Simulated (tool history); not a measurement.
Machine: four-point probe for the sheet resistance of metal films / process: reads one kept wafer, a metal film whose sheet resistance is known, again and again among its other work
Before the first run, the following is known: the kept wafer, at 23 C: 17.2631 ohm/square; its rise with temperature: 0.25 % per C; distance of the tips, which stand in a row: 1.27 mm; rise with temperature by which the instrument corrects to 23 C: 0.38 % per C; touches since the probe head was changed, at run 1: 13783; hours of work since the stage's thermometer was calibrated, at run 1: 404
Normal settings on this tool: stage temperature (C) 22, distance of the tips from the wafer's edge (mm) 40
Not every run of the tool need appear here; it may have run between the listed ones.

| run | hour | stage temperature (C) | distance of the tips from the wafer's edge (mm) | touches since the probe head was changed | hours of work since the stage's thermometer was calibrated | sheet resistance as the instrument gives it (ohm/square) |
|---|---|---|---|---|---|---|
| 1 | 0.0 | 22 | 40 | 13783 | 404 | 17.256412 |
| 2 | 7.9 | 22 | 40 | 14032 | 409 | 17.253975 |
| 3 | 17.7 | 22 | 9 | 14341 | 415 | 17.426796 |
| 4 | 25.2 | 22 | 20 | 14579 | 419 | 17.280359 |
| 5 | 33.5 | 22 | 20 | 14843 | 424 | 17.282819 |
| 6 | 42.8 | 22 | 20 | 15135 | 430 | 17.281727 |
| 7 | 57.8 | 22 | 20 | 15610 | 439 | 17.278465 |
| 8 | 66.8 | 22 | 20 | 15893 | 444 | 17.278813 |
| 9 | 74.1 | 22 | 20 | 16124 | 449 | 17.285019 |
| 10 | 81.8 | 22 | 20 | 16369 | 453 | 17.282424 |
| 11 | 91.6 | 28 | 40 | 16677 | 459 | 17.127793 |
| 12 | 105.4 | 22 | 39 | 17113 | 467 | 17.254096 |
| 13 | 118.0 | 20 | 40 | 17511 | 475 | 17.299411 |
| 14 | 125.9 | 20 | 40 | 17761 | 480 | 17.297280 |
| 15 | 133.6 | 20 | 40 | 18004 | 484 | 17.299132 |
| 16 | 148.1 | 22 | 40 | 18461 | 493 | 17.251250 |
| 17 | 160.8 | 22 | 63 | 18863 | 501 | 17.244112 |
| 18 | 170.9 | 22 | 40 | 19183 | 507 | 17.257718 |
| 19 | 181.1 | 22 | 40 | 19505 | 513 | 17.249758 |
| 20 | 191.4 | 22 | 9 | 19832 | 519 | 17.426483 |
| 21 | 201.5 | 22 | 9 | 20151 | 525 | 17.427195 |
| 22 | 208.8 | 22 | 9 | 20382 | 530 | 17.420926 |
| 23 | 222.3 | 22 | 14 | 20807 | 538 | 17.319681 |
| 24 | 229.0 | 22 | 11 | 21020 | 542 | 17.365767 |
| 25 | 243.8 | 33 | 5 | 21485 | 551 | 17.581758 |
| 26 | 250.7 | 33 | 5 | 21706 | 555 | 17.579017 |
| 27 | 259.4 | 28 | 27 | 21979 | 560 | 17.132842 |
| 28 | 272.8 | 28 | 4 | 22401 | 568 | 17.988291 |
| 29 | 280.7 | 28 | 4 | 22651 | 573 | 17.989240 |
| 30 | 288.8 | 28 | 4 | 22908 | 578 | 17.987904 |
| 31 | 301.6 | 28 | 4 | 23314 | 585 | 17.982378 |
| 32 | 313.2 | 28 | 4 | 23679 | 592 | 17.990874 |
| 33 | 323.1 | 28 | 4 | 23994 | 598 | 17.991252 |
| 34 | 330.7 | 34 | 5 | 24234 | 603 | 17.563172 |
| 35 | 338.8 | 18 | 64 | 24490 | 608 | 17.322039 |
| 36 | 352.4 | 25 | 38 | 24919 | 616 | 17.182151 |
| 37 | 365.9 | 25 | 38 | 25345 | 624 | 17.179142 |
| 38 | 375.3 | 22 | 6 | 25640 | 630 | 17.647223 |
| 39 | 382.6 | 19 | 15 | 25871 | 634 | 17.372760 |
| 40 | 391.9 | 18 | 11 | 26166 | 640 | 17.449272 |
| 41 | 406.8 | 18 | 27 | 26636 | 648 | 17.342726 |
| 42 | 418.9 | 29 | 8 | 27019 | 656 | 17.320757 |
| 43 | 431.9 | 29 | 8 | 27430 | 664 | 17.307629 |
| 44 | 443.8 | 26 | 14 | 27806 | 671 | 17.227076 |

4 options for the next run, each taken on its own from the tool as it stands now. Forecast them:
| A | 453.3 | 22 | 66 | 28106 | 676 | ? |
| B | 453.3 | 31 | 9 | 28106 | 676 | ? |
| C | 453.3 | 22 | 4 | 28106 | 676 | ? |
| D | 453.3 | 25 | 22 | 28106 | 676 | ? |

| run | sheet resistance as the instrument gives it (ohm/square) |
|---|---|
| A | 17.232857 |
| B | 17.221775 |
| C | 18.107935 |
| D | 17.201157 |
What these runs would have given with no unlogged condition in the tool:
| run | sheet resistance as the instrument gives it (ohm/square) |
|---|---|
| A | 17.283100 |
| B | 17.271751 |
| C | 18.160550 |
| D | 17.251234 |

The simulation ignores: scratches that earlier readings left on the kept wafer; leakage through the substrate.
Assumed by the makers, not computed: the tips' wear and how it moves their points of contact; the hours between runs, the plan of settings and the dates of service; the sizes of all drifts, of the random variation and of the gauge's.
